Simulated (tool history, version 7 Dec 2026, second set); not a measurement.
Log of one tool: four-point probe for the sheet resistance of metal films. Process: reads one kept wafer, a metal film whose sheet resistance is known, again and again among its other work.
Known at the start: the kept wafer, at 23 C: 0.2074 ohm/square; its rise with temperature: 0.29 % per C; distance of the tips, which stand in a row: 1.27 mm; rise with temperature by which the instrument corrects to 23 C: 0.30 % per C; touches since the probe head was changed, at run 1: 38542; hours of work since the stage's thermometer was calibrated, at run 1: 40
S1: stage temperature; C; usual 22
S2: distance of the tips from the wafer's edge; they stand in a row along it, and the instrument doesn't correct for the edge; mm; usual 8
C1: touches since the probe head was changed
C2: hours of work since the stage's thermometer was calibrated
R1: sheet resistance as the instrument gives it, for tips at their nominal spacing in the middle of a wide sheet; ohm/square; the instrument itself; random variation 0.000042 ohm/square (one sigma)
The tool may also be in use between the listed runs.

run 1 hour=0.0 | S1=22 S2=8 | C1=38542 C2=40 | R1=0.212179
run 2 hour=13.5 | S1=22 S2=8 | C1=38994 C2=46 | R1=0.212193
run 3 hour=33.1 | S1=22 S2=8 | C1=39652 C2=54 | R1=0.212214
run 4 hour=51.2 | S1=22 S2=31 | C1=40260 C2=61 | R1=0.209563
run 5 hour=68.1 | S1=22 S2=31 | C1=40830 C2=68 | R1=0.209622
run 6 hour=84.3 | S1=22 S2=31 | C1=41372 C2=75 | R1=0.209658
run 7 hour=92.2 | S1=28 S2=8 | C1=41638 C2=78 | R1=0.212131
run 8 hour=100.6 | S1=28 S2=8 | C1=41920 C2=82 | R1=0.212217
run 9 hour=114.5 | S1=28 S2=8 | C1=42386 C2=87 | R1=0.212250
run 10 hour=124.8 | S1=28 S2=8 | C1=42731 C2=91 | R1=0.212197
run 11 hour=134.4 | S1=28 S2=8 | C1=43054 C2=95 | R1=0.212174
run 12 hour=149.4 | S1=28 S2=8 | C1=43558 C2=102 | R1=0.212214
run 13 hour=168.8 | S1=28 S2=8 | C1=44207 C2=109 | R1=0.212307
run 14 hour=184.7 | S1=28 S2=8 | C1=44742 C2=116 | R1=0.212245
run 15 hour=200.8 | S1=22 S2=17 | C1=45282 C2=123 | R1=0.210178
run 16 hour=220.2 | S1=22 S2=17 | C1=45935 C2=131 | R1=0.210256
run 17 hour=234.0 | S1=22 S2=17 | C1=46398 C2=136 | R1=0.210233
run 18 hour=242.9 | S1=22 S2=29 | C1=46697 C2=140 | R1=0.209825
run 19 hour=251.7 | S1=22 S2=52 | C1=46991 C2=143 | R1=0.209661
run 20 hour=260.9 | S1=22 S2=52 | C1=47299 C2=147 | R1=0.209673
run 21 hour=269.0 | S1=22 S2=12 | C1=47572 C2=151 | R1=0.210928
run 22 hour=287.1 | S1=22 S2=12 | C1=48181 C2=158 | R1=0.210944
run 23 hour=301.2 | S1=25 S2=30 | C1=48653 C2=164 | R1=0.209836
run 24 hour=311.7 | S1=25 S2=30 | C1=49006 C2=168 | R1=0.209826
run 25 hour=324.1 | S1=22 S2=21 | C1=49421 C2=173 | R1=0.210102
run 26 hour=341.2 | S1=22 S2=21 | C1=49996 C2=180 | R1=0.210095
run 27 hour=350.9 | S1=22 S2=21 | C1=50322 C2=184 | R1=0.210157
run 28 hour=364.2 | S1=23 S2=8 | C1=50766 C2=190 | R1=0.212421
run 29 hour=382.8 | S1=28 S2=11 | C1=51391 C2=197 | R1=0.211095
run 30 hour=391.4 | S1=33 S2=11 | C1=51680 C2=201 | R1=0.211118
run 31 hour=403.3 | S1=30 S2=17 | C1=52081 C2=206 | R1=0.210268
run 32 hour=422.2 | S1=20 S2=17 | C1=52715 C2=213 | R1=0.210429
run 33 hour=435.4 | S1=19 S2=4 | C1=53159 C2=219 | R1=0.220570
run 34 hour=449.9 | S1=26 S2=9 | C1=53646 C2=225 | R1=0.211965
run 35 hour=459.7 | S1=26 S2=23 | C1=53973 C2=229 | R1=0.210157
run 36 hour=469.2 | S1=26 S2=23 | C1=54294 C2=233 | R1=0.210047
run 37 hour=485.3 | S1=25 S2=20 | C1=54832 C2=239 | R1=0.210293
run 38 hour=501.2 | S1=25 S2=20 | C1=55365 C2=246 | R1=0.210281
run 39 hour=519.7 | S1=33 S2=62 | C1=55988 C2=253 | R1=0.209822
run 40 hour=528.3 | S1=19 S2=66 | C1=56276 C2=257 | R1=0.209905
run 41 hour=546.0 | S1=24 S2=26 | C1=56872 C2=264 | R1=0.210110
run 42 hour=561.9 | S1=24 S2=26 | C1=57405 C2=271 | R1=0.210123
run 43 hour=575.7 | S1=24 S2=26 | C1=57868 C2=276 | R1=0.210127
run 44 hour=587.3 | S1=32 S2=5 | C1=58257 C2=281 | R1=0.216807

4 ways to go on from here, each from the tool as it stands after run 44. What would each give?
run A hour=605.7 | S1=34 S2=7 | C1=58876 C2=289 | R1=?
run B hour=605.7 | S1=31 S2=12 | C1=58876 C2=289 | R1=?
run C hour=605.7 | S1=35 S2=16 | C1=58876 C2=289 | R1=?
run D hour=605.7 | S1=27 S2=8 | C1=58876 C2=289 | R1=?

run=A R1=0.213394
run=B R1=0.211123
run=C R1=0.210520
run=D R1=0.212742
Without the tool's hidden state the same runs would have given:
run=A R1=0.210811
run=B R1=0.208566
run=C R1=0.207969
run=D R1=0.210167

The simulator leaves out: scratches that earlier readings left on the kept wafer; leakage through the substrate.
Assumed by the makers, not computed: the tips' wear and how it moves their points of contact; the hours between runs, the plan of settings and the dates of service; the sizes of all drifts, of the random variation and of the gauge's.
